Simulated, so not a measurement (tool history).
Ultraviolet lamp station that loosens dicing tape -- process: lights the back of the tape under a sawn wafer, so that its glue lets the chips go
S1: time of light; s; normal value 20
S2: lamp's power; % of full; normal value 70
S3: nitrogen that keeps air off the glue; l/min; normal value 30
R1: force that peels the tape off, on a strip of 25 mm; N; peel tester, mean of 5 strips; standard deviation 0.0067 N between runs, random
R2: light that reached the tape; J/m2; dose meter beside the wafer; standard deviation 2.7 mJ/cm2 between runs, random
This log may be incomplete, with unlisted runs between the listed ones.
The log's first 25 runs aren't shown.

Run 26, hour 1285.3: usual settings but S1 19 s, S2 88 % of full, S3 34 l/min. Result: R1 0.139 N, R2 4400 J/m2.
Run 27, hour 1333.3: usual settings but S2 95 % of full. Result: R1 0.123 N, R2 5030 J/m2.
Run 28, hour 1394.3: usual settings but S1 37 s, S2 95 % of full, S3 58 l/min. Result: R1 0.092 N, R2 9250 J/m2.
At hour 1407.5: window cleaned of glue's vapour.
Run 29, hour 1456.9: usual settings but S1 12 s, S2 62 % of full, S3 37 l/min. Result: R1 0.846 N, R2 1990 J/m2.
Run 30, hour 1528.9: usual settings but S3 51 l/min. Result: R1 0.149 N, R2 3700 J/m2.
Run 31, hour 1598.9: usual settings but S3 51 l/min. Result: R1 0.155 N, R2 3680 J/m2.
Run 32, hour 1649.1: usual settings but S2 66 % of full, S3 12 l/min. Result: R1 0.646 N, R2 3540 J/m2.
Run 33, hour 1699.3: usual settings but S1 22 s, S2 76 % of full, S3 12 l/min. Result: R1 0.357 N, R2 4450 J/m2.
Run 34, hour 1743.5: usual settings but S1 34 s, S2 65 % of full, S3 48 l/min. Result: R1 0.089 N, R2 5800 J/m2.
Run 35, hour 1793.3: usual settings but S1 14 s, S2 92 % of full, S3 18 l/min. Result: R1 0.464 N, R2 3430 J/m2.
Run 36, hour 1846.9: usual settings but S1 29 s, S2 69 % of full, S3 26 l/min. Result: R1 0.119 N, R2 5300 J/m2.
At hour 1877.5: window cleaned of glue's vapour.
Run 37, hour 1879.6: usual settings but S3 42 l/min. Result: R1 0.174 N, R2 3720 J/m2.
Run 38, hour 1946.4: usual settings but S1 39 s, S2 82 % of full, S3 33 l/min. Result: R1 0.098 N, R2 8470 J/m2.
Run 39, hour 1999.1: usual settings but S1 39 s, S2 82 % of full, S3 33 l/min. Result: R1 0.102 N, R2 8500 J/m2.
Run 40, hour 2053.0: usual settings but S1 39 s, S2 82 % of full, S3 33 l/min. Result: R1 0.087 N, R2 8440 J/m2.
Run 41, hour 2112.1: usual settings but S1 11 s, S3 23 l/min. Result: R1 1.111 N, R2 2010 J/m2.
Run 42, hour 2178.5: usual settings but S1 21 s, S2 80 % of full, S3 10 l/min. Result: R1 0.430 N, R2 4470 J/m2.

Below are 5 alternative next runs, each starting from the tool's condition after run 42. Predict each:
Run A, hour 2216.0: usual settings but S1 21 s, S2 94 % of full, S3 10 l/min. Result: R1 ?, R2 ?.
Run B, hour 2216.0: usual settings but S1 28 s, S2 86 % of full, S3 13 l/min. Result: R1 ?, R2 ?.
Run C, hour 2216.0: usual settings but S1 21 s, S2 62 % of full, S3 10 l/min. Result: R1 ?, R2 ?.
Run D, hour 2216.0: usual settings but S1 21 s, S2 99 % of full, S3 18 l/min. Result: R1 ?, R2 ?.
Run E, hour 2216.0: usual settings but S3 32 l/min. Result: R1 ?, R2 ?.

run     R1    R2
  A  0.279  5280
  B  0.141  6360
  C  0.769  3450
  D  0.143  5500
  E  0.228  3650
Had the tool no hidden state, the same runs would have come out as:
run     R1    R2
  A  0.276  5310
  B  0.140  6390
  C  0.762  3470
  D  0.142  5530
  E  0.226  3660
